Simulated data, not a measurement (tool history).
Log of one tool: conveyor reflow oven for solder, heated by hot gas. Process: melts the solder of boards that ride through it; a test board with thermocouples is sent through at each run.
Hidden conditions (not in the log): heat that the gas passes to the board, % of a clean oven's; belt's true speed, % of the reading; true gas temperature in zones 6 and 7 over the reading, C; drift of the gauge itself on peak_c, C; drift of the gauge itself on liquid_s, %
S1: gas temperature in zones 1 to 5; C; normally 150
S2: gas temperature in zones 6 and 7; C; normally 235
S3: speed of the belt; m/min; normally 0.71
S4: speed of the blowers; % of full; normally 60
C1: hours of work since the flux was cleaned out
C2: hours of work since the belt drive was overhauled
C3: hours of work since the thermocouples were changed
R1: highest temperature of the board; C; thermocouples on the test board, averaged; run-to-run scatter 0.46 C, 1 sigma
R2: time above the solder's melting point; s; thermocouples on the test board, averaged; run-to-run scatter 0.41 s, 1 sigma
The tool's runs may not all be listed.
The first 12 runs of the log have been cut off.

run,day,S1,S2,S3,S4,C1,C2,C3,R1,R2
13,6.992,139,235,0.71,60,223,332,742,218.1,50.4
14,7.558,150,235,0.71,60,233,341,752,220.4,56.6
15,8.296,150,235,0.71,60,245,353,764,220.1,56.9
16,9.067,150,235,0.71,60,258,366,777,219.9,56.6
# day 9.571: flux residue cleaned out of gas plates and filters
17,10.008,150,236,0.712,60,7,378,789,222.5,57.6
18,10.783,141,240,0.71,60,20,391,802,224.4,56.3
19,11.279,141,244,0.594,63,29,400,810,234.1,73.7
20,11.979,141,244,0.594,63,40,411,822,233.7,73.9
21,12.308,156,239,0.763,70,46,417,828,226.7,58.3
22,12.992,141,239,0.626,51,57,428,839,224.4,64.3
23,13.562,152,239,0.626,65,67,438,849,230.9,71.6
24,14.296,152,239,0.626,65,79,450,861,230,71.7
25,14.8,150,235,0.649,52,87,458,869,221.8,63.8
26,15.442,157,235,0.721,64,98,469,880,223.8,60.3
27,16.05,157,235,0.721,64,108,479,890,224.1,60.8
28,16.388,153,235,0.577,60,114,485,896,227.5,77.4
29,17.1,153,235,0.704,60,126,497,907,222.6,59.6
30,17.588,153,235,0.704,60,134,505,916,221.9,58.9
31,18.067,158,235,0.71,60,142,513,924,222.7,61.7
32,18.562,164,233,0.6,52,150,521,932,224.8,77.8

Below are 3 alternative next runs, each starting from the tool's condition after run 32. Predict each:
A,18.908,159,233,0.806,63,156,527,938,?,?
B,18.908,164,233,0.6,58,156,527,938,?,?
C,18.908,164,233,0.6,67,156,527,938,?,?

run,R1,R2
A,218.3,52.5
B,225.6,78.6
C,227.2,79
Without the tool's hidden state the same runs would have given:
run,R1,R2
A,215.8,50.8
B,222.5,76.5
C,224.1,77
